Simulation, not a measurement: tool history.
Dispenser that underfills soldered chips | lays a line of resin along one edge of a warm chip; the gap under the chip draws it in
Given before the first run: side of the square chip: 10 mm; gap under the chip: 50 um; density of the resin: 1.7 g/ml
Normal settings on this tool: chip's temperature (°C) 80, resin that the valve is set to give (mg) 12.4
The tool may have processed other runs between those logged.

| run | day | chip's temperature (°C) | resin that the valve is set to give (mg) | time until the resin shows at the far edge (s) | resin that the valve gave (mg) |
|---|---|---|---|---|---|
| 1 | 0 | 80 | 12.4 | 34.6 | 12.47 |
| 2 | 0.196 | 80 | 12.4 | 46.6 | 12.23 |
|  | 0.429 | new syringe of resin |
| 3 | 0.467 | 65 | 12.4 | 69.8 | 12.29 |
| 4 | 0.762 | 65 | 12.4 | 107.1 | 12.15 |
|  | 0.912 | new syringe of resin |
| 5 | 1.021 | 80 | 15.3 | 37.1 | 14.97 |
| 6 | 1.279 | 80 | 15.3 | 54.4 | 15 |
|  | 1.388 | new syringe of resin |
| 7 | 1.588 | 80 | 12.4 | 43 | 12.1 |
| 8 | 1.754 | 68 | 12.4 | 97.6 | 11.94 |
|  | 1.883 | new syringe of resin |
| 9 | 2.012 | 68 | 12.4 | 70.2 | 11.95 |
| 10 | 2.246 | 68 | 12.1 | 97.5 | 11.58 |
|  | 2.358 | new syringe of resin |
| 11 | 2.55 | 68 | 11.8 | 77.8 | 11.25 |
| 12 | 2.746 | 68 | 11.8 | 103.8 | 11.27 |
|  | 2.858 | new syringe of resin |
| 13 | 3.004 | 80 | 15.4 | 39.3 | 14.63 |
| 14 | 3.283 | 73 | 15.4 | 81 | 14.49 |
|  | 3.354 | new syringe of resin |
| 15 | 3.488 | 73 | 15.4 | 53.2 | 14.36 |
|  | 3.833 | new syringe of resin |
| 16 | 3.871 | 73 | 15.4 | 47.1 | 14.45 |
| 17 | 4.029 | 73 | 15.4 | 58.3 | 14.31 |
|  | 4.129 | dispensing valve cleaned and set on the balance |
| 18 | 4.275 | 80 | 12.4 | 59 | 12.42 |
|  | 4.362 | new syringe of resin |
| 19 | 4.508 | 80 | 12.4 | 39.4 | 12.29 |
| 20 | 4.704 | 88 | 12.6 | 36.5 | 12.55 |
|  | 4.842 | new syringe of resin |
| 21 | 4.921 | 75 | 12.4 | 45.1 | 12.19 |
| 22 | 5.196 | 94 | 10.5 | 30.7 | 10.39 |
|  | 5.329 | new syringe of resin |
| 23 | 5.588 | 78 | 11.1 | 53 | 10.87 |
|  | 5.825 | new syringe of resin |
| 24 | 5.904 | 69 | 13.8 | 60.3 | 13.35 |
| 25 | 6.154 | 69 | 13.8 | 86.4 | 13.43 |
|  | 6.325 | new syringe of resin |
| 26 | 6.396 | 69 | 13.8 | 59.7 | 13.28 |
| 27 | 6.658 | 94 | 11.1 | 30.2 | 10.67 |
|  | 6.821 | new syringe of resin |
| 28 | 6.896 | 78 | 12.9 | 41.1 | 12.36 |
| 29 | 7.146 | 74 | 12.9 | 69 | 12.36 |
|  | 7.312 | new syringe of resin |
| 30 | 7.404 | 83 | 14.2 | 31.8 | 13.49 |
| 31 | 7.625 | 87 | 12.8 | 38.3 | 11.98 |
|  | 7.792 | new syringe of resin |
| 32 | 7.979 | 87 | 12.8 | 31.1 | 12.06 |
|  | 8.283 | new syringe of resin |
| 33 | 8.317 | 68 | 14.2 | 58.1 | 13.22 |
|  | 8.446 | dispensing valve cleaned and set on the balance |
| 34 | 8.667 | 78 | 15.6 | 56.7 | 15.63 |
|  | 8.808 | new syringe of resin |
| 35 | 8.975 | 78 | 15.6 | 45.2 | 15.54 |

3 ways to go on from here, each from the tool as it stands after run 35. What would each give?
|  | 9.279 | new syringe of resin |
| A | 9.354 | 81 | 10.5 | ? | ? |
|  | 9.279 | new syringe of resin |
| B | 9.354 | 82 | 12.6 | ? | ? |
|  | 9.279 | new syringe of resin |
| C | 9.354 | 71 | 12.7 | ? | ? |

| run | time until the resin shows at the far edge (s) | resin that the valve gave (mg) |
|---|---|---|
| A | 36.4 | 10.32 |
| B | 32.7 | 12.33 |
| C | 55.3 | 12.49 |
With the hidden condition removed and each run's random variation left untouched, the same runs would have given:
| run | time until the resin shows at the far edge (s) | resin that the valve gave (mg) |
|---|---|---|
| A | 31.2 | 10.46 |
| B | 28 | 12.5 |
| C | 47.3 | 12.66 |
